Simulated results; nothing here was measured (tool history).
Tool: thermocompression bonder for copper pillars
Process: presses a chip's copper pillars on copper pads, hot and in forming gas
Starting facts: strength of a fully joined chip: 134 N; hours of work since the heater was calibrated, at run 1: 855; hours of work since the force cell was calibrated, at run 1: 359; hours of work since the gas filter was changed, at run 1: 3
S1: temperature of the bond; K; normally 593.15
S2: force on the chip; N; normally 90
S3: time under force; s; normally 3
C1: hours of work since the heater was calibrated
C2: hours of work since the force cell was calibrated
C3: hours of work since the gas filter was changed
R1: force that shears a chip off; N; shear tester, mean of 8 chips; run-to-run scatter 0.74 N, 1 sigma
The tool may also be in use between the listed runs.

run 1 hour=0.0 | S1=593.15 S2=90 S3=3 | C1=855 C2=359 C3=3 | R1=55.5
run 2 hour=26.6 | S1=593.15 S2=90 S3=3 | C1=870 C2=374 C3=18 | R1=55.7
run 3 hour=55.7 | S1=593.15 S2=90 S3=3 | C1=886 C2=391 C3=34 | R1=54.9
run 4 hour=74.1 | S1=593.15 S2=90 S3=3 | C1=897 C2=401 C3=44 | R1=53.2
run 5 hour=97.9 | S1=593.15 S2=90 S3=3 | C1=910 C2=414 C3=58 | R1=54.1
run 6 hour=114.1 | S1=593.15 S2=90 S3=3 | C1=919 C2=424 C3=67 | R1=53.2
run 7 hour=136.7 | S1=593.15 S2=90 S3=3 | C1=932 C2=436 C3=80 | R1=51.4
run 8 hour=159.5 | S1=593.15 S2=90 S3=3 | C1=945 C2=449 C3=92 | R1=53.4
run 9 hour=184.0 | S1=593.15 S2=90 S3=3 | C1=959 C2=463 C3=106 | R1=50.2
run 10 hour=213.0 | S1=593.15 S2=90 S3=3 | C1=975 C2=479 C3=123 | R1=50.8
-- hour=223.2 forming gas filter changed
run 11 hour=228.1 | S1=593.15 S2=90 S3=3 | C1=983 C2=487 C3=3 | R1=56.0
run 12 hour=257.6 | S1=593.15 S2=90 S3=3 | C1=1000 C2=504 C3=19 | R1=54.6
run 13 hour=284.7 | S1=593.15 S2=90 S3=3 | C1=1015 C2=519 C3=35 | R1=54.0
run 14 hour=312.0 | S1=593.15 S2=90 S3=3 | C1=1031 C2=535 C3=50 | R1=54.6
run 15 hour=330.7 | S1=593.15 S2=83 S3=3 | C1=1041 C2=545 C3=61 | R1=48.4
run 16 hour=348.0 | S1=593.15 S2=83 S3=3 | C1=1051 C2=555 C3=70 | R1=50.0
run 17 hour=370.0 | S1=593.15 S2=83 S3=3 | C1=1063 C2=567 C3=83 | R1=47.6
run 18 hour=398.8 | S1=593.15 S2=90 S3=3 | C1=1079 C2=584 C3=99 | R1=53.9
run 19 hour=430.0 | S1=593.15 S2=90 S3=3 | C1=1097 C2=601 C3=116 | R1=51.7
-- hour=433.3 heater calibrated with a thermocouple chip
run 20 hour=446.9 | S1=593.15 S2=90 S3=3 | C1=8 C2=609 C3=125 | R1=51.8
-- hour=453.3 forming gas filter changed
run 21 hour=464.4 | S1=593.15 S2=90 S3=3 | C1=17 C2=619 C3=6 | R1=56.2
run 22 hour=478.6 | S1=620.15 S2=90 S3=8 | C1=25 C2=627 C3=14 | R1=100.0
run 23 hour=495.0 | S1=600.15 S2=57 S3=3 | C1=34 C2=636 C3=24 | R1=36.9
-- hour=510.5 heater calibrated with a thermocouple chip, once more
run 24 hour=516.2 | S1=568.15 S2=113 S3=5 | C1=3 C2=647 C3=34 | R1=56.7
run 25 hour=541.6 | S1=593.15 S2=62 S3=4 | C1=18 C2=661 C3=49 | R1=37.6
run 26 hour=566.0 | S1=593.15 S2=62 S3=4 | C1=31 C2=675 C3=62 | R1=38.3
run 27 hour=594.2 | S1=593.15 S2=62 S3=4 | C1=47 C2=691 C3=78 | R1=37.7
run 28 hour=608.8 | S1=587.15 S2=56 S3=2 | C1=55 C2=699 C3=86 | R1=21.7
run 29 hour=632.5 | S1=597.15 S2=56 S3=6 | C1=69 C2=713 C3=100 | R1=40.9
run 30 hour=647.3 | S1=593.15 S2=62 S3=5 | C1=77 C2=721 C3=108 | R1=39.5
run 31 hour=675.1 | S1=593.15 S2=109 S3=9 | C1=93 C2=737 C3=124 | R1=81.8
-- hour=684.5 forming gas filter changed
run 32 hour=706.1 | S1=593.15 S2=109 S3=9 | C1=110 C2=754 C3=12 | R1=91.4
run 33 hour=722.3 | S1=593.15 S2=109 S3=9 | C1=119 C2=763 C3=21 | R1=90.0
run 34 hour=741.3 | S1=595.15 S2=113 S3=5 | C1=130 C2=774 C3=32 | R1=76.8
run 35 hour=760.7 | S1=595.15 S2=113 S3=5 | C1=141 C2=784 C3=43 | R1=77.7
run 36 hour=787.7 | S1=573.15 S2=76 S3=3 | C1=156 C2=800 C3=58 | R1=31.1
run 37 hour=809.8 | S1=581.15 S2=66 S3=8 | C1=168 C2=812 C3=71 | R1=43.6
run 38 hour=830.0 | S1=607.15 S2=66 S3=3 | C1=180 C2=823 C3=82 | R1=42.7
run 39 hour=848.9 | S1=607.15 S2=66 S3=3 | C1=190 C2=834 C3=93 | R1=42.6
run 40 hour=870.5 | S1=610.15 S2=135 S3=9 | C1=202 C2=846 C3=105 | R1=106.8
run 41 hour=889.2 | S1=603.15 S2=135 S3=2 | C1=213 C2=857 C3=115 | R1=71.0

What differs in the tool's unlogged condition from the final listed run ahead of each entry between runs to the first listed run following it?
After run 10, before run 11: forming gas filter changed (hour 223.2)
  true temperature of the bond over the reading, C: 3.3 -> 3.4; force that reaches the chip, % of what is set: 98.3 -> 98.2; oxide that the forming gas leaves, % of the face: 9.54 -> 0.77
  measured value less the no-hidden-state value, R1: -3.6 -> +1.3 N
After run 19, before run 20: heater calibrated with a thermocouple chip (hour 433.3)
  true temperature of the bond over the reading, C: 3.7 -> 4.5; oxide that the forming gas leaves, % of the face: 9.38 -> 10.05
  measured value less the no-hidden-state value, R1: -3.5 -> -3.3 N
After run 20, before run 21: forming gas filter changed (hour 453.3)
  force that reaches the chip, % of what is set: 97.9 -> 97.8; oxide that the forming gas leaves, % of the face: 10.05 -> 1.06
  measured value less the no-hidden-state value, R1: -3.3 -> +1.8 N
After run 23, before run 24: heater calibrated with a thermocouple chip, once more (hour 510.5)
  true temperature of the bond over the reading, C: 4.6 -> -0.3; oxide that the forming gas leaves, % of the face: 2.31 -> 3.09
  measured value less the no-hidden-state value, R1: +0.9 -> -3.1 N
After run 31, before run 32: forming gas filter changed (hour 684.5)
  true temperature of the bond over the reading, C: -0.1 -> 0; oxide that the forming gas leaves, % of the face: 9.92 -> 1.52
  measured value less the no-hidden-state value, R1: -10.3 -> -2.7 N
